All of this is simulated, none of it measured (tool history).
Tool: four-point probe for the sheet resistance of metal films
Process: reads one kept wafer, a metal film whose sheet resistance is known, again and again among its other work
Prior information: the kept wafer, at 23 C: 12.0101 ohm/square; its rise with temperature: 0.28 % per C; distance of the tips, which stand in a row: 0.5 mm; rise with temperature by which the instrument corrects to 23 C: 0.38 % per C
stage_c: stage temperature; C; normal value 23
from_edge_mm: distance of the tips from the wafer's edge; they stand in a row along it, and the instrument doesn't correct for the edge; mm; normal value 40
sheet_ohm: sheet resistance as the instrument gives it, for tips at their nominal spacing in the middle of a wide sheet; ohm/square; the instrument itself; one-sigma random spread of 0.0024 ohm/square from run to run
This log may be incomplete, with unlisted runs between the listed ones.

Run 1, hour 0: usual settings. Result: sheet_ohm 11.956704 ohm/square.
Run 2, hour 16.9: usual settings. Result: sheet_ohm 11.948656 ohm/square.
Run 3, hour 40: usual settings. Result: sheet_ohm 11.952682 ohm/square.
Run 4, hour 68.7: usual settings. Result: sheet_ohm 11.954277 ohm/square.
Run 5, hour 96.2: usual settings. Result: sheet_ohm 11.950312 ohm/square.
Run 6, hour 122.7: usual settings. Result: sheet_ohm 11.949443 ohm/square.
Run 7, hour 144.6: usual settings but from_edge_mm 9 mm. Result: sheet_ohm 11.969026 ohm/square.
Run 8, hour 173.6: usual settings but from_edge_mm 9 mm. Result: sheet_ohm 11.968972 ohm/square.
Run 9, hour 192.7: usual settings. Result: sheet_ohm 11.942853 ohm/square.
Run 10, hour 214.3: usual settings. Result: sheet_ohm 11.938948 ohm/square.
Run 11, hour 234.4: usual settings but stage_c 20 C, from_edge_mm 8 mm. Result: sheet_ohm 12.008699 ohm/square.
Run 12, hour 250.3: usual settings but stage_c 20 C, from_edge_mm 8 mm. Result: sheet_ohm 12.007744 ohm/square.
Run 13, hour 264.2: usual settings but stage_c 20 C, from_edge_mm 8 mm. Result: sheet_ohm 12.000794 ohm/square.
Run 14, hour 289.3: usual settings but stage_c 20 C, from_edge_mm 8 mm. Result: sheet_ohm 12.002956 ohm/square.
Run 15, hour 317.5: usual settings but stage_c 20 C, from_edge_mm 8 mm. Result: sheet_ohm 11.999185 ohm/square.
Run 16, hour 333.2: usual settings but from_edge_mm 9 mm. Result: sheet_ohm 11.958629 ohm/square.
Run 17, hour 359.5: usual settings but from_edge_mm 9 mm. Result: sheet_ohm 11.956707 ohm/square.
Run 18, hour 378.4: usual settings but from_edge_mm 9 mm. Result: sheet_ohm 11.955193 ohm/square.

Some steps in sheet_ohm between neighbouring runs. How much of each would the tool show without its hidden state too (settings, what came in, random variation), and how much is left for the hidden state, with any gauge scatter that isn't in both results?
The tool's hidden condition here consists of: inner tips' distance over the nominal, %; tips' flats over new ones', %; wafer's true temperature over the reading, C; drift of the gauge itself on sheet_ohm, %.
Run 7 -> 8: settings left as they were, no log entry in between. sheet_ohm -0.000054 ohm/square: hidden state -0.001407, all else +0.001353.
Run 10 -> 11: stage_c 23 -> 20, from_edge_mm 40 -> 8. sheet_ohm +0.069751 ohm/square: hidden state -0.001392, all else +0.071143.
